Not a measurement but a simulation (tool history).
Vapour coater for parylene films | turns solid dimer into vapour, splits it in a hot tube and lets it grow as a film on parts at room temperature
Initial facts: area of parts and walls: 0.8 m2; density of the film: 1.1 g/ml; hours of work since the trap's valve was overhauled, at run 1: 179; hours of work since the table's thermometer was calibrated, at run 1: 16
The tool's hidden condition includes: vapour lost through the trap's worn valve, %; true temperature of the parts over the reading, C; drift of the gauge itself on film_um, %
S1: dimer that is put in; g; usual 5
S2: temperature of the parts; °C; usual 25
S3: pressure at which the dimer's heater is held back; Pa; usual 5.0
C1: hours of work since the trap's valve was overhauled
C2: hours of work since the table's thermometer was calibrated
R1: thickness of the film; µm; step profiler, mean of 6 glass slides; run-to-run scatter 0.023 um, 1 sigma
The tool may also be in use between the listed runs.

run    day  S1  S2   S3   C1  C2    R1
  1  0.000   5  25  5.0  179  16  3.10
  2  0.446   5  21  5.0  184  21  3.58
  3  0.838   5  18  5.0  188  25  3.94
  4  1.188   5  18  5.0  191  28  3.98
  5  1.675   5  18  5.0  196  33  3.96
  6  1.933   2  29  9.8  199  36  0.94

Forecast run 7:
  7  2.400   2  29  9.8  204  41   ?

Run 7 gave R1 0.93 µm.
Had the tool carried no hidden state, the very same run would have given R1 0.96 µm.

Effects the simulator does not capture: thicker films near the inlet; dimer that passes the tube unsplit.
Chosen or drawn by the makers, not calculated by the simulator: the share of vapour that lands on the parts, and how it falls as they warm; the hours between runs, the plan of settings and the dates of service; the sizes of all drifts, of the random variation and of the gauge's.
